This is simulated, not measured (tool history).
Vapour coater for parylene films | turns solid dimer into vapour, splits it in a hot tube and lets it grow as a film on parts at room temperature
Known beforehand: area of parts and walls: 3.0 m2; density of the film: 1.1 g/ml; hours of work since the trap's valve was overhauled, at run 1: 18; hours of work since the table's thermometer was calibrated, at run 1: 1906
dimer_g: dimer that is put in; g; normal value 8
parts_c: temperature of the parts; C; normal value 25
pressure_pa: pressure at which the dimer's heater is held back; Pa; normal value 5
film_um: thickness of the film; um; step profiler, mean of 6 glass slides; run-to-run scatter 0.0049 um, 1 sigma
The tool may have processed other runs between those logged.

run    hour  dimer_g  parts_c  pressure_pa  hours of work since the trap's valve was overhauled  hours of work since the table's thermometer was calibrated  film_um
  1       0        8       25            5                                                   18                                                        1906    1.257
  2    54.2        8       25            5                                                   66                                                        1953    1.257
      102.9  -- table's thermometer calibrated
  3   104.7        8       25            5                                                  109                                                           2    1.259
  4   168.8        8       25            5                                                  166                                                          58    1.257
  5   236.1        8       25            5                                                  224                                                         117    1.251
  6   299.2        8       25            5                                                  280                                                         172    1.236
  7   366.5        8       30            5                                                  339                                                         231     0.97
  8   420.5        8       28            5                                                  386                                                         278    1.057
  9   496.9        8       28            5                                                  453                                                         345    1.051
 10   553.5        8       28            5                                                  503                                                         395    1.043
      561.1  -- trap's valve overhauled
 11   638.1        8       28            5                                                   67                                                         465    1.095
 12   715.6        8       25            5                                                  135                                                         533    1.247
 13   753.1        8       24            5                                                  168                                                         566    1.316
 14   808.3        8       24            5                                                  217                                                         615    1.297
 15   883.1        8       24            5                                                  282                                                         680     1.29
 16   962.4        8       24            5                                                  352                                                         750    1.274
 17   997.9        8       24            5                                                  383                                                         781    1.273
 18  1078.7       11       25            5                                                  454                                                         852    1.656
       1143  -- trap's valve overhauled
 19  1155.7        8       25            5                                                   11                                                         916    1.253
 20  1237.4        8       25            5                                                   83                                                         987    1.241
 21  1306.4        8       25            5                                                  143                                                        1048    1.241
 22  1365.9        8       25            5                                                  195                                                        1100    1.225
 23  1443.2        8       25            5                                                  263                                                        1168    1.215
 24    1510        8       25            5                                                  322                                                        1226    1.209
 25  1584.1        7       25         6.39                                                  387                                                        1291        1
 26  1623.1        7       25         6.39                                                  421                                                        1325    0.999
 27    1701        7       25         6.39                                                  489                                                        1393    0.983
     1725.1  -- trap's valve overhauled
 28    1750       12       25         5.88                                                   22                                                        1433    1.802
 29  1817.3        8       25         5.85                                                   81                                                        1492    1.206
 30  1889.1        8       25         5.85                                                  144                                                        1555    1.184
 31    1957        4       23         9.19                                                  203                                                        1614    0.579
 32    2036        4       20         3.89                                                  272                                                        1683    0.814
 33  2084.5       14       27         4.69                                                  315                                                        1726     1.95
 34  2122.6        8       31            5                                                  348                                                        1759    0.906
 35  2197.6        4       35            5                                                  414                                                        1825    0.378
 36  2262.7        5       25            5                                                  471                                                        1882     0.74
     2305.5  -- trap's valve overhauled
 37  2320.1        5       25            5                                                   13                                                        1929    0.776
       2400  -- table's thermometer calibrated
 38    2404        5       25            5                                                   85                                                           3    0.808
 39  2458.2        3       20            5                                                  133                                                          51     0.61
 40  2512.7        3       17            5                                                  181                                                          99    0.691
 41  2590.1        3       17            5                                                  249                                                         167    0.678
 42  2633.5        3       17            5                                                  287                                                         205    0.683
 43  2683.2        3       30         8.57                                                  330                                                         248    0.324
 44    2723        3       30         8.57                                                  365                                                         283    0.326
 45    2781        3       30         8.57                                                  416                                                         334    0.325
 46  2857.6        8       27            5                                                  483                                                         401    1.107
     2889.7  -- trap's valve overhauled
 47  2935.1        8       27            5                                                   40                                                         465     1.17

3 options for the next run, each taken on its own from the tool as it stands now. Forecast them:
  A  2981        6       23         2.62                                                   80                                                         506        ?
  B  2981        8       25         4.57                                                   80                                                         506        ?
  C  2981        8       25          3.6                                                   80                                                         506        ?

run  film_um
  A    1.211
  B    1.297
  C     1.37
The same runs, with their run-to-run variation unchanged, on a tool lacking any hidden condition would have given:
run  film_um
  A    1.234
  B    1.322
  C    1.396

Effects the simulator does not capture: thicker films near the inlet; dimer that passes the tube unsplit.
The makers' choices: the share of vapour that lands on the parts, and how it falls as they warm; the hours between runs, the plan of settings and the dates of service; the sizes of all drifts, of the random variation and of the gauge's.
